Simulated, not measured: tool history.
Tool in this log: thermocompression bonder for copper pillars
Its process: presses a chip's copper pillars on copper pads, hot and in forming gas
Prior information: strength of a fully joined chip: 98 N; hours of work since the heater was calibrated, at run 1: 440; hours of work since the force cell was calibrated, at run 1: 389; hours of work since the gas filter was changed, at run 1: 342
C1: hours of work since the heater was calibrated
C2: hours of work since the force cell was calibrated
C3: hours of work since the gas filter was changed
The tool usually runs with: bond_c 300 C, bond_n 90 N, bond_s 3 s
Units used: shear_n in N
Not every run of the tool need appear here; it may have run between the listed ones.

run 1 day=0 | bond_c=300 bond_n=90 bond_s=3 | C1=440 C2=389 C3=342 | shear_n=50.3
run 2 day=0.812 | bond_c=300 bond_n=90 bond_s=3 | C1=452 C2=402 C3=354 | shear_n=50.9
run 3 day=1.475 | bond_c=300 bond_n=90 bond_s=3 | C1=462 C2=411 C3=363 | shear_n=50
run 4 day=2.533 | bond_c=300 bond_n=90 bond_s=3 | C1=478 C2=427 C3=379 | shear_n=51.3
run 5 day=3.112 | bond_c=272 bond_n=90 bond_s=3 | C1=486 C2=436 C3=388 | shear_n=38.9
run 6 day=3.946 | bond_c=272 bond_n=90 bond_s=3 | C1=499 C2=448 C3=400 | shear_n=40.5
run 7 day=5.012 | bond_c=300 bond_n=90 bond_s=3 | C1=515 C2=464 C3=416 | shear_n=49.8
run 8 day=5.796 | bond_c=300 bond_n=90 bond_s=3 | C1=526 C2=476 C3=428 | shear_n=48.3
run 9 day=6.629 | bond_c=274 bond_n=90 bond_s=3 | C1=539 C2=488 C3=440 | shear_n=38.1
run 10 day=7.338 | bond_c=274 bond_n=90 bond_s=3 | C1=549 C2=499 C3=451 | shear_n=39.5
run 11 day=7.883 | bond_c=274 bond_n=90 bond_s=3 | C1=558 C2=507 C3=459 | shear_n=39.3
run 12 day=8.392 | bond_c=274 bond_n=90 bond_s=3 | C1=565 C2=514 C3=467 | shear_n=39.1
-- day=8.554 heater calibrated with a thermocouple chip
run 13 day=9.121 | bond_c=274 bond_n=90 bond_s=3 | C1=8 C2=524 C3=476 | shear_n=37.8
run 14 day=10.279 | bond_c=274 bond_n=90 bond_s=3 | C1=26 C2=541 C3=493 | shear_n=37.2
-- day=10.696 forming gas filter changed
run 15 day=10.8 | bond_c=274 bond_n=90 bond_s=3 | C1=33 C2=549 C3=2 | shear_n=43.5
-- day=10.95 heater calibrated with a thermocouple chip, once more
run 16 day=11.496 | bond_c=274 bond_n=90 bond_s=3 | C1=8 C2=558 C3=11 | shear_n=45.7
run 17 day=12.246 | bond_c=274 bond_n=90 bond_s=3 | C1=19 C2=569 C3=22 | shear_n=46
run 18 day=12.758 | bond_c=274 bond_n=90 bond_s=3 | C1=27 C2=577 C3=29 | shear_n=45.1
run 19 day=13.408 | bond_c=274 bond_n=90 bond_s=3 | C1=37 C2=586 C3=39 | shear_n=44.8
run 20 day=14.112 | bond_c=274 bond_n=90 bond_s=3 | C1=47 C2=597 C3=50 | shear_n=44.2
run 21 day=15.15 | bond_c=300 bond_n=135 bond_s=7 | C1=63 C2=612 C3=65 | shear_n=83
run 22 day=16.208 | bond_c=302 bond_n=90 bond_s=8 | C1=78 C2=628 C3=81 | shear_n=72.9
run 23 day=16.8 | bond_c=302 bond_n=90 bond_s=8 | C1=87 C2=637 C3=90 | shear_n=70.7
run 24 day=17.967 | bond_c=302 bond_n=98 bond_s=2 | C1=104 C2=654 C3=107 | shear_n=51.4
run 25 day=18.888 | bond_c=295 bond_n=129 bond_s=9 | C1=118 C2=668 C3=121 | shear_n=82.8
run 26 day=19.567 | bond_c=296 bond_n=65 bond_s=3 | C1=128 C2=678 C3=131 | shear_n=40
run 27 day=20.346 | bond_c=292 bond_n=57 bond_s=9 | C1=140 C2=690 C3=142 | shear_n=50.6
run 28 day=21.112 | bond_c=315 bond_n=82 bond_s=5 | C1=151 C2=701 C3=154 | shear_n=63.5
run 29 day=21.683 | bond_c=289 bond_n=67 bond_s=3 | C1=160 C2=710 C3=162 | shear_n=38
run 30 day=22.162 | bond_c=307 bond_n=55 bond_s=4 | C1=167 C2=717 C3=170 | shear_n=40.7
run 31 day=22.758 | bond_c=319 bond_n=100 bond_s=3 | C1=176 C2=726 C3=178 | shear_n=64.8
run 32 day=23.588 | bond_c=319 bond_n=100 bond_s=3 | C1=188 C2=738 C3=191 | shear_n=63.5
run 33 day=24.221 | bond_c=297 bond_n=56 bond_s=3 | C1=198 C2=747 C3=200 | shear_n=35.2
run 34 day=25.254 | bond_c=297 bond_n=56 bond_s=3 | C1=213 C2=763 C3=216 | shear_n=35.6
run 35 day=25.95 | bond_c=325 bond_n=67 bond_s=3 | C1=223 C2=773 C3=226 | shear_n=48.8
run 36 day=26.467 | bond_c=273 bond_n=123 bond_s=2 | C1=231 C2=781 C3=234 | shear_n=46.2
run 37 day=27.538 | bond_c=300 bond_n=92 bond_s=4 | C1=247 C2=797 C3=250 | shear_n=57.3
run 38 day=28.317 | bond_c=310 bond_n=92 bond_s=4 | C1=259 C2=808 C3=261 | shear_n=59.2
run 39 day=29.438 | bond_c=310 bond_n=92 bond_s=4 | C1=275 C2=825 C3=278 | shear_n=59.8
run 40 day=30.571 | bond_c=310 bond_n=92 bond_s=4 | C1=292 C2=842 C3=295 | shear_n=59.4

4 options for the next run, each taken on its own from the tool as it stands now. Forecast them:
run A day=31.675 | bond_c=281 bond_n=73 bond_s=4 | C1=309 C2=858 C3=311 | shear_n=?
run B day=31.675 | bond_c=289 bond_n=114 bond_s=5 | C1=309 C2=858 C3=311 | shear_n=?
run C day=31.675 | bond_c=300 bond_n=78 bond_s=2 | C1=309 C2=858 C3=311 | shear_n=?
run D day=31.675 | bond_c=290 bond_n=56 bond_s=4 | C1=309 C2=858 C3=311 | shear_n=?

run=A shear_n=39.6
run=B shear_n=63.3
run=C shear_n=38.8
run=D shear_n=35
Without the tool's unlogged condition, the same runs would have read:
run=A shear_n=45.7
run=B shear_n=71.5
run=C shear_n=44.7
run=D shear_n=40.5
